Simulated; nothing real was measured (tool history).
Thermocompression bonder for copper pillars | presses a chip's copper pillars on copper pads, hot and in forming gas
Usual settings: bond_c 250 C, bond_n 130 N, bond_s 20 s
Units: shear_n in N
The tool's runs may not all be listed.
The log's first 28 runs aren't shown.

| run | hour | bond_c | bond_n | bond_s | shear_n |
|---|---|---|---|---|---|
| 29 | 326 | 230 | 131 | 20 | 63.7 |
| 30 | 333.2 | 263 | 127 | 20 | 101.6 |
| 31 | 345.1 | 263 | 127 | 20 | 102.2 |
| 32 | 359.7 | 254 | 147 | 17 | 97.2 |
| 33 | 366.8 | 254 | 147 | 17 | 96 |
| 34 | 374.9 | 268 | 130 | 55 | 127.7 |
| 35 | 390.6 | 250 | 194 | 12 | 102.1 |
| 36 | 405.6 | 233 | 129 | 28 | 73.4 |
| 37 | 421.8 | 233 | 129 | 28 | 73.7 |
| 38 | 433 | 233 | 129 | 28 | 73.3 |
| 39 | 445.2 | 250 | 140 | 44 | 111.5 |
| 40 | 452.5 | 225 | 95 | 44 | 55.4 |

Forecast each of these 3 alternatives for the next run:
| A | 462.9 | 278 | 165 | 12 | ? |
| B | 462.9 | 250 | 122 | 20 | ? |
| C | 462.9 | 222 | 88 | 11 | ? |

| run | shear_n |
|---|---|
| A | 118.6 |
| B | 80.6 |
| C | 26.3 |
Without the tool's hidden state the same runs would have given:
| run | shear_n |
|---|---|
| A | 126.9 |
| B | 89.2 |
| C | 30.5 |

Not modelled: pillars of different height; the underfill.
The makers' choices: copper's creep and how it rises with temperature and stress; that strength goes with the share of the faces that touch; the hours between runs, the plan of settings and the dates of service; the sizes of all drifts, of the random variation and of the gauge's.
